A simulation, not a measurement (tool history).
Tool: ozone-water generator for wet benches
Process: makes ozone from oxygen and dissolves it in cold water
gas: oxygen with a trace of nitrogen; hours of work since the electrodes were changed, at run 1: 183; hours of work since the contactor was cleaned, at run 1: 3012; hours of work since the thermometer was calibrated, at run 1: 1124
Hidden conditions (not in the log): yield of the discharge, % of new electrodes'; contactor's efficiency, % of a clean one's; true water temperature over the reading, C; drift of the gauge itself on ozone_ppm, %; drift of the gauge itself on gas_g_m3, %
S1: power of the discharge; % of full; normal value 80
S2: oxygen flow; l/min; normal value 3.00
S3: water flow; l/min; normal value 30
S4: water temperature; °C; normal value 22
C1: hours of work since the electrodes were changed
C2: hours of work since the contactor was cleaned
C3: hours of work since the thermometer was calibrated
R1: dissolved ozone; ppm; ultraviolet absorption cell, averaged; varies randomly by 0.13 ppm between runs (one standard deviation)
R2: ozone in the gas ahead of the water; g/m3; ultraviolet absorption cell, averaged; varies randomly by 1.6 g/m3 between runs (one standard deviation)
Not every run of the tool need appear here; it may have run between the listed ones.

run 1 day=0.000 | S1=80 S2=3.00 S3=30 S4=22 | C1=183 C2=3012 C3=1124 | R1=15.3 R2=302.3
run 2 day=1.196 | S1=80 S2=3.00 S3=30 S4=22 | C1=201 C2=3030 C3=1141 | R1=15.1 R2=299.6
run 3 day=2.075 | S1=80 S2=3.00 S3=30 S4=22 | C1=213 C2=3043 C3=1154 | R1=14.8 R2=303.3
run 4 day=2.896 | S1=80 S2=3.00 S3=30 S4=22 | C1=225 C2=3054 C3=1166 | R1=15.0 R2=302.5
run 5 day=3.712 | S1=80 S2=3.00 S3=28 S4=22 | C1=237 C2=3066 C3=1178 | R1=16.1 R2=300.7
run 6 day=4.771 | S1=80 S2=3.00 S3=28 S4=22 | C1=253 C2=3082 C3=1193 | R1=16.3 R2=302.4
run 7 day=6.312 | S1=66 S2=3.00 S3=28 S4=22 | C1=275 C2=3104 C3=1215 | R1=13.7 R2=255.9
run 8 day=7.783 | S1=71 S2=3.00 S3=21 S4=22 | C1=296 C2=3125 C3=1237 | R1=19.3 R2=270.8
run 9 day=8.854 | S1=43 S2=3.78 S3=46 S4=15 | C1=312 C2=3141 C3=1252 | R1=6.4 R2=161.8
run 10 day=10.292 | S1=43 S2=3.78 S3=46 S4=15 | C1=333 C2=3162 C3=1273 | R1=6.3 R2=160.6
run 11 day=11.217 | S1=55 S2=1.83 S3=33 S4=17 | C1=346 C2=3175 C3=1286 | R1=8.5 R2=265.0

Run 12 is up next; what results do you expect?
run 12 day=12.571 | S1=40 S2=3.52 S3=39 S4=24 | C1=366 C2=3195 C3=1306 | R1=? R2=?

R1: 6.4 ppm
R2: 152.5 g/m3
The same run, on a tool lacking any hidden state, would have yielded R1 6.4 ppm, R2 154.4 g/m3.

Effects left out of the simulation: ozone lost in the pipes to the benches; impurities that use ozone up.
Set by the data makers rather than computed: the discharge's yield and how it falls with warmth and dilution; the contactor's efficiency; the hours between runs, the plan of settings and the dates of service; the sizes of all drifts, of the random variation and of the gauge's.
